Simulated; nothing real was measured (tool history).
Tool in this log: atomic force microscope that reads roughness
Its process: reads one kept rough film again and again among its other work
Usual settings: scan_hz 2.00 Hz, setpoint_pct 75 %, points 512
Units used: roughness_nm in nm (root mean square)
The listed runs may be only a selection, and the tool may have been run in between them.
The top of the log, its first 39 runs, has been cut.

run,hour,scan_hz,setpoint_pct,points,roughness_nm
# hour 2153.5: new tip fitted
40,2222.9,2.00,73,862,1.103
# hour 2242.2: new tip fitted
41,2306.7,2.00,63,726,1.173
# hour 2331.9: new tip fitted
42,2372.6,0.76,86,512,1.165
# hour 2424.6: new tip fitted
43,2455.6,3.15,75,512,1.040
44,2499.2,3.15,75,512,1.010
# hour 2518.8: new tip fitted
45,2534.4,3.15,75,512,1.059
# hour 2609.0: new tip fitted
46,2609.6,3.15,75,512,1.080
47,2645.4,0.53,72,512,1.248
48,2691.5,0.53,72,512,1.205

What if the next run were any one of these 3? Each begins from the tool's condition after run 48:
# hour 2696.8: new tip fitted
A,2727.1,0.95,82,512,?
# hour 2696.8: new tip fitted
B,2727.1,1.24,72,512,?
# hour 2696.8: new tip fitted
C,2727.1,0.83,70,512,?

run,roughness_nm
A,1.172
B,1.192
C,1.236
With no hidden state in the tool, these same runs would have given:
run,roughness_nm
A,1.201
B,1.221
C,1.266

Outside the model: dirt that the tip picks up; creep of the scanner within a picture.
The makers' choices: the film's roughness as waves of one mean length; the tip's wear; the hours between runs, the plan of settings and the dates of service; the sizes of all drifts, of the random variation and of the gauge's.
